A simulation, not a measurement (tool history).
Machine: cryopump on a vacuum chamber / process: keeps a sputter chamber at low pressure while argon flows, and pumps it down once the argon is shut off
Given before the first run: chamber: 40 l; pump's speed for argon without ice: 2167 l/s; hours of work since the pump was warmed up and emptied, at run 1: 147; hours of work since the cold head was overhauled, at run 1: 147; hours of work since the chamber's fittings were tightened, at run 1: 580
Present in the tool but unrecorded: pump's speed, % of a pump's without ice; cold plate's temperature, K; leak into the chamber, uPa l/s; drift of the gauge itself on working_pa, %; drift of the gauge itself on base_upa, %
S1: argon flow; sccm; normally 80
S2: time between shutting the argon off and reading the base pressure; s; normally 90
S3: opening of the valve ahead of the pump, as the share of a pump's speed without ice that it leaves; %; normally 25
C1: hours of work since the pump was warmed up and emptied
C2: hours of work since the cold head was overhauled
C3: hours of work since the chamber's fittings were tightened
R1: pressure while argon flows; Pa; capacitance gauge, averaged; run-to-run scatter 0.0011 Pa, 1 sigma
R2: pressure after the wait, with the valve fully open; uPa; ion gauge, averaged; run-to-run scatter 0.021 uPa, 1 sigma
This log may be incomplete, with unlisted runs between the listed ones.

{"run": 1, "hour": 0.0, "S1": 80, "S2": 90, "S3": 25, "C1": 147, "C2": 147, "C3": 580, "R1": 0.2518, "R2": 0.46}
{"run": 2, "hour": 22.1, "S1": 80, "S2": 90, "S3": 25, "C1": 164, "C2": 164, "C3": 598, "R1": 0.2519, "R2": 0.5}
{"run": 3, "hour": 57.8, "S1": 80, "S2": 90, "S3": 25, "C1": 192, "C2": 192, "C3": 626, "R1": 0.254, "R2": 0.52}
{"run": 4, "hour": 108.2, "S1": 80, "S2": 90, "S3": 25, "C1": 232, "C2": 232, "C3": 666, "R1": 0.2522, "R2": 0.54}
{"run": 5, "hour": 143.9, "S1": 80, "S2": 90, "S3": 25, "C1": 260, "C2": 260, "C3": 694, "R1": 0.2536, "R2": 0.52}
{"run": 6, "hour": 183.5, "S1": 80, "S2": 90, "S3": 25, "C1": 291, "C2": 291, "C3": 725, "R1": 0.2538, "R2": 0.55}
{"run": 7, "hour": 207.0, "S1": 80, "S2": 90, "S3": 25, "C1": 310, "C2": 310, "C3": 744, "R1": 0.2535, "R2": 0.52}
{"run": 8, "hour": 248.4, "S1": 45, "S2": 90, "S3": 25, "C1": 343, "C2": 343, "C3": 776, "R1": 0.1426, "R2": 0.59}
{"run": 9, "hour": 299.4, "S1": 45, "S2": 90, "S3": 25, "C1": 383, "C2": 383, "C3": 817, "R1": 0.1432, "R2": 0.58}
{"run": 10, "hour": 351.6, "S1": 45, "S2": 90, "S3": 25, "C1": 424, "C2": 424, "C3": 858, "R1": 0.1439, "R2": 0.65}
{"run": 11, "hour": 388.6, "S1": 45, "S2": 90, "S3": 25, "C1": 453, "C2": 453, "C3": 887, "R1": 0.1434, "R2": 0.64}
{"run": 12, "hour": 418.5, "S1": 45, "S2": 90, "S3": 25, "C1": 477, "C2": 477, "C3": 911, "R1": 0.1446, "R2": 0.61}
{"run": 13, "hour": 459.0, "S1": 45, "S2": 90, "S3": 25, "C1": 509, "C2": 509, "C3": 943, "R1": 0.1444, "R2": 0.6}
{"run": 14, "hour": 500.2, "S1": 80, "S2": 73, "S3": 25, "C1": 541, "C2": 541, "C3": 975, "R1": 0.2558, "R2": 0.68}
{"run": 15, "hour": 547.0, "S1": 80, "S2": 73, "S3": 25, "C1": 578, "C2": 578, "C3": 1012, "R1": 0.2568, "R2": 0.7}
{"run": 16, "hour": 598.2, "S1": 49, "S2": 46, "S3": 58, "C1": 619, "C2": 619, "C3": 1052, "R1": 0.0709, "R2": 0.84}
{"run": 17, "hour": 646.0, "S1": 49, "S2": 45, "S3": 18, "C1": 657, "C2": 657, "C3": 1090, "R1": 0.2181, "R2": 0.85}
{"run": 18, "hour": 695.6, "S1": 49, "S2": 45, "S3": 18, "C1": 696, "C2": 696, "C3": 1129, "R1": 0.2169, "R2": 0.87}
{"run": 19, "hour": 720.0, "S1": 80, "S2": 185, "S3": 25, "C1": 715, "C2": 715, "C3": 1149, "R1": 0.2586, "R2": 0.61}
{"run": 20, "hour": 754.7, "S1": 80, "S2": 185, "S3": 25, "C1": 742, "C2": 742, "C3": 1176, "R1": 0.2589, "R2": 0.61}
{"run": 21, "hour": 777.9, "S1": 80, "S2": 93, "S3": 25, "C1": 761, "C2": 761, "C3": 1194, "R1": 0.2589, "R2": 0.72}
{"run": 22, "hour": 815.6, "S1": 80, "S2": 93, "S3": 25, "C1": 791, "C2": 791, "C3": 1224, "R1": 0.2616, "R2": 0.71}
{"run": 23, "hour": 848.8, "S1": 148, "S2": 90, "S3": 53, "C1": 817, "C2": 817, "C3": 1250, "R1": 0.2373, "R2": 0.73}
{"run": 24, "hour": 901.3, "S1": 56, "S2": 20, "S3": 25, "C1": 858, "C2": 858, "C3": 1292, "R1": 0.1833, "R2": 1.33}
{"run": 25, "hour": 955.0, "S1": 56, "S2": 20, "S3": 25, "C1": 901, "C2": 901, "C3": 1334, "R1": 0.183, "R2": 1.35}
{"run": 26, "hour": 981.7, "S1": 48, "S2": 27, "S3": 20, "C1": 922, "C2": 922, "C3": 1355, "R1": 0.1928, "R2": 1.2}
{"run": 27, "hour": 1017.9, "S1": 48, "S2": 27, "S3": 20, "C1": 950, "C2": 950, "C3": 1384, "R1": 0.1947, "R2": 1.21}

Branching from run 27: 3 alternative next runs. What would each branch give?
{"run": "A", "hour": 1062.1, "S1": 42, "S2": 90, "S3": 25, "C1": 985, "C2": 985, "C3": 1419, "R1": "?", "R2": "?"}
{"run": "B", "hour": 1062.1, "S1": 81, "S2": 27, "S3": 42, "C1": 985, "C2": 985, "C3": 1419, "R1": "?", "R2": "?"}
{"run": "C", "hour": 1062.1, "S1": 106, "S2": 117, "S3": 25, "C1": 985, "C2": 985, "C3": 1419, "R1": "?", "R2": "?"}

run=A R1=0.1382 R2=0.87
run=B R1=0.1624 R2=1.23
run=C R1=0.3477 R2=0.76
Stripped of hidden state, with their random variation kept, the same runs would have yielded:
run=A R1=0.1313 R2=0.34
run=B R1=0.1493 R2=0.72
run=C R1=0.3305 R2=0.26
